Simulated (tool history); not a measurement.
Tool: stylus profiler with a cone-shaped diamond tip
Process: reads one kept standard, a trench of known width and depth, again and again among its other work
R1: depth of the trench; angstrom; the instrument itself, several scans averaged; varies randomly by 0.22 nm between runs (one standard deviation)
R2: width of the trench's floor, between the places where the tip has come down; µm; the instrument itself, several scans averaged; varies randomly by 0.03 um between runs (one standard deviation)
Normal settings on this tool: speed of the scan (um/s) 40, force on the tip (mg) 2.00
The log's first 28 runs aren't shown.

run 29 hour=843.5 | speed_of_the_scan_(um/s)=112 force_on_the_tip_(mg)=1.13 | R1=10045.3 R2=25.44
run 30 hour=865.5 | speed_of_the_scan_(um/s)=15 force_on_the_tip_(mg)=0.96 | R1=10037.6 R2=25.86
run 31 hour=907.0 | speed_of_the_scan_(um/s)=13 force_on_the_tip_(mg)=0.94 | R1=10041.9 R2=25.88
run 32 hour=941.4 | speed_of_the_scan_(um/s)=69 force_on_the_tip_(mg)=2.89 | R1=10082.9 R2=25.78
run 33 hour=977.1 | speed_of_the_scan_(um/s)=15 force_on_the_tip_(mg)=2.02 | R1=10067.9 R2=25.94
run 34 hour=1010.3 | speed_of_the_scan_(um/s)=15 force_on_the_tip_(mg)=2.02 | R1=10061.8 R2=25.92
run 35 hour=1045.0 | speed_of_the_scan_(um/s)=95 force_on_the_tip_(mg)=0.77 | R1=10037.1 R2=25.43
run 36 hour=1071.2 | speed_of_the_scan_(um/s)=110 force_on_the_tip_(mg)=0.77 | R1=10034.5 R2=25.25
run 37 hour=1108.8 | speed_of_the_scan_(um/s)=110 force_on_the_tip_(mg)=0.77 | R1=10037.5 R2=25.30
run 38 hour=1133.4 | speed_of_the_scan_(um/s)=24 force_on_the_tip_(mg)=0.80 | R1=10037.8 R2=25.84
run 39 hour=1160.1 | speed_of_the_scan_(um/s)=153 force_on_the_tip_(mg)=0.72 | R1=10031.1 R2=25.00
run 40 hour=1195.8 | speed_of_the_scan_(um/s)=153 force_on_the_tip_(mg)=0.72 | R1=10035.2 R2=25.02
run 41 hour=1222.4 | speed_of_the_scan_(um/s)=87 force_on_the_tip_(mg)=1.38 | R1=10051.5 R2=25.61
run 42 hour=1257.3 | speed_of_the_scan_(um/s)=87 force_on_the_tip_(mg)=3.08 | R1=10087.5 R2=25.74
run 43 hour=1293.8 | speed_of_the_scan_(um/s)=12 force_on_the_tip_(mg)=3.08 | R1=10084.3 R2=25.94
run 44 hour=1333.4 | speed_of_the_scan_(um/s)=14 force_on_the_tip_(mg)=1.54 | R1=10053.5 R2=25.94
-- hour=1352.3 height scale calibrated on a step standard
run 45 hour=1357.9 | speed_of_the_scan_(um/s)=50 force_on_the_tip_(mg)=2.98 | R1=10082.0 R2=25.82
run 46 hour=1395.6 | speed_of_the_scan_(um/s)=148 force_on_the_tip_(mg)=0.74 | R1=10032.8 R2=25.10
run 47 hour=1415.4 | speed_of_the_scan_(um/s)=11 force_on_the_tip_(mg)=4.08 | R1=10109.5 R2=25.94

Each row is a separate what-if for the run after 47, all from the same tool condition, not one after another. Results?
run A hour=1454.5 | speed_of_the_scan_(um/s)=20 force_on_the_tip_(mg)=2.00 | R1=? R2=?
run B hour=1454.5 | speed_of_the_scan_(um/s)=18 force_on_the_tip_(mg)=4.08 | R1=? R2=?
run C hour=1454.5 | speed_of_the_scan_(um/s)=14 force_on_the_tip_(mg)=2.86 | R1=? R2=?

run=A R1=10066.5 R2=25.94
run=B R1=10105.1 R2=25.94
run=C R1=10080.8 R2=25.92
Take away the tool's hidden state, keep each run's random variation, and the runs would have read:
run=A R1=10066.4 R2=25.95
run=B R1=10105.1 R2=25.95
run=C R1=10080.8 R2=25.93
